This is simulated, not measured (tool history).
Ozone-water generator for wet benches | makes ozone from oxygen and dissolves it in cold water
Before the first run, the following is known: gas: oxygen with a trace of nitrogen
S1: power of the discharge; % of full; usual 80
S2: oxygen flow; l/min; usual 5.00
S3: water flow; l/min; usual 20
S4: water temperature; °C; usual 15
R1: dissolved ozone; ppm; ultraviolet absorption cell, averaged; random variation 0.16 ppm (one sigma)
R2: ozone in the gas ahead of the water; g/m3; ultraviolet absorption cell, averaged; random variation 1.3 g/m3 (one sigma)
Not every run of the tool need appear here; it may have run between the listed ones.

run   hour  S1    S2  S3  S4    R1     R2
  1    0.0  80  5.00  20  15  19.3  241.0
  2   47.6  80  5.00  20  15  19.2  241.5
  3   93.8  80  5.89  20  15  19.1  218.2
  4  122.9  80  5.89  20  15  18.9  217.7
  5  175.7  86  5.00  20  15  19.9  250.1
  6  224.4  86  5.00  20  15  20.0  249.3
  7  278.3  80  5.98  20  15  18.9  214.0
  8  313.0  80  5.98  20  15  18.8  214.4
  9  345.3  80  5.98  20  15  18.8  213.3
 10  370.6  56  5.00  20  15  15.8  199.2
 11  421.3  56  5.00  20  16  15.4  197.4
 12  473.4  44  4.33  20  15  14.0  191.4
 13  503.4  44  4.33  20  15  13.9  191.1
 14  551.2  79  3.25  15  10  25.5  313.0
 15  605.0  79  3.25  15  10  26.1  310.6
 16  664.0  93  3.25  15  17  25.7  341.8
 17  717.1  59  3.25  15  17  20.0  264.9
 18  748.1  64  3.25  20  17  16.6  280.9
 19  799.5  51  3.25  20  16  14.6  243.7
 20  828.0  51  6.15  20  17  14.2  163.9
 21  882.7  51  6.15  18  17  15.3  164.5

Below are 5 alternative next runs, each starting from the tool's condition after run 21. Predict each:
  A  922.4  81  6.15  18  17   ?   ?
  B  922.4  51  7.27  17  17   ?   ?
  C  922.4  75  7.06  18  15   ?   ?
  D  922.4  64  4.99  20  14   ?   ?
  E  922.4  80  5.00  20  18   ?   ?

run    R1     R2
  A  19.5  211.7
  B  15.5  147.6
  C  19.1  184.3
  D  16.8  209.6
  E  18.4  236.8
With the hidden condition removed and each run's random variation left untouched, the same runs would have given:
run    R1     R2
  A  20.5  214.3
  B  16.3  149.0
  C  20.1  186.5
  D  17.7  211.9
  E  19.4  239.7
